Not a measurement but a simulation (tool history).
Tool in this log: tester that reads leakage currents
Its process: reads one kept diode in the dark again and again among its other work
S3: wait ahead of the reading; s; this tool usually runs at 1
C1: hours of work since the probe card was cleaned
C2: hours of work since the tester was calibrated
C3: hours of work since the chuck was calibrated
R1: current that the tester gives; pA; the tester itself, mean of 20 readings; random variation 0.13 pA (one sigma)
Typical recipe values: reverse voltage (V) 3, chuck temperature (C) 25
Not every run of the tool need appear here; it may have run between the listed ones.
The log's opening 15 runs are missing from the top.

Run 16, hour 833.1: usual settings; C1 2638; C2 1826; C3 134. Result: R1 42.13 pA.
Run 17, hour 899.3: usual settings but reverse voltage (V) 3.17, chuck temperature (C) 38, S3 1.86 s; C1 2674; C2 1862; C3 170. Result: R1 126.4 pA.
Run 18, hour 940.5: usual settings but reverse voltage (V) 2.09, chuck temperature (C) 50, S3 3.45 s; C1 2696; C2 1885; C3 192. Result: R1 284.51 pA.
Run 19, hour 1005.1: usual settings but reverse voltage (V) 2.09, chuck temperature (C) 50, S3 3.45 s; C1 2732; C2 1920; C3 227. Result: R1 283.24 pA.
Run 20, hour 1055.5: usual settings but reverse voltage (V) 5.33, chuck temperature (C) 50, S3 1.14 s; C1 2759; C2 1948; C3 255. Result: R1 394.89 pA.
Run 21, hour 1123.4: usual settings but reverse voltage (V) 4.21, chuck temperature (C) 26, S3 0.36 s; C1 2796; C2 1985; C3 292. Result: R1 53.28 pA.
Run 22, hour 1159.8: usual settings but reverse voltage (V) 3.11, chuck temperature (C) 57, S3 6.71 s; C1 2816; C2 2004; C3 312. Result: R1 550.49 pA.
Run 23, hour 1223.1: usual settings but S3 1.17 s; C1 2850; C2 2039; C3 346. Result: R1 41.75 pA.
Run 24, hour 1273.5: usual settings but reverse voltage (V) 2.98, chuck temperature (C) 57; C1 2878; C2 2066; C3 374. Result: R1 538.76 pA.
Run 25, hour 1326.9: usual settings but chuck temperature (C) 31; C1 2907; C2 2095; C3 403. Result: R1 68.85 pA.
Run 26, hour 1377.5: usual settings but reverse voltage (V) 1.38, S3 2.44 s; C1 2934; C2 2123; C3 430. Result: R1 30.44 pA.
Run 27, hour 1420.5: usual settings but chuck temperature (C) 27; C1 2958; C2 2146; C3 454. Result: R1 48.94 pA.
Run 28, hour 1452.6: usual settings but chuck temperature (C) 27, S3 0.76 s; C1 2975; C2 2164; C3 471. Result: R1 48.97 pA.
Run 29, hour 1517.2: usual settings but reverse voltage (V) 3.58, chuck temperature (C) 54, S3 0.76 s; C1 3011; C2 2199; C3 506. Result: R1 455.1 pA.
Run 30, hour 1576.5: usual settings but reverse voltage (V) 5.72, S3 0.31 s; C1 3043; C2 2231; C3 539. Result: R1 56.18 pA.
Run 31, hour 1613.2: usual settings but chuck temperature (C) 26; C1 3063; C2 2251; C3 559. Result: R1 44.92 pA.
Run 32, hour 1650.9: usual settings but reverse voltage (V) 6.79, chuck temperature (C) 20, S3 7.49 s; C1 3083; C2 2272; C3 579. Result: R1 39.88 pA.

Alternative continuations, all from the tool just after run 32; predict every row:
Run A, hour 1699.4: usual settings but reverse voltage (V) 3.66, chuck temperature (C) 30, S3 2.88 s; C1 3110; C2 2298; C3 606. Result: R1 ?.
Run B, hour 1699.4: usual settings but reverse voltage (V) 2.85, chuck temperature (C) 20, S3 0.48 s; C1 3110; C2 2298; C3 606. Result: R1 ?.
Run C, hour 1699.4: usual settings but reverse voltage (V) 1.32, chuck temperature (C) 20, S3 3.01 s; C1 3110; C2 2298; C3 606. Result: R1 ?.
Run D, hour 1699.4: usual settings but chuck temperature (C) 28, S3 1.69 s; C1 3110; C2 2298; C3 606. Result: R1 ?.

run     R1
  A  67.06
  B  27.22
  C  19.25
  D  52.38
Had the tool no hidden state, the same runs would have come out as:
run     R1
  A  65.23
  B  24.54
  C  18.41
  D  50.79
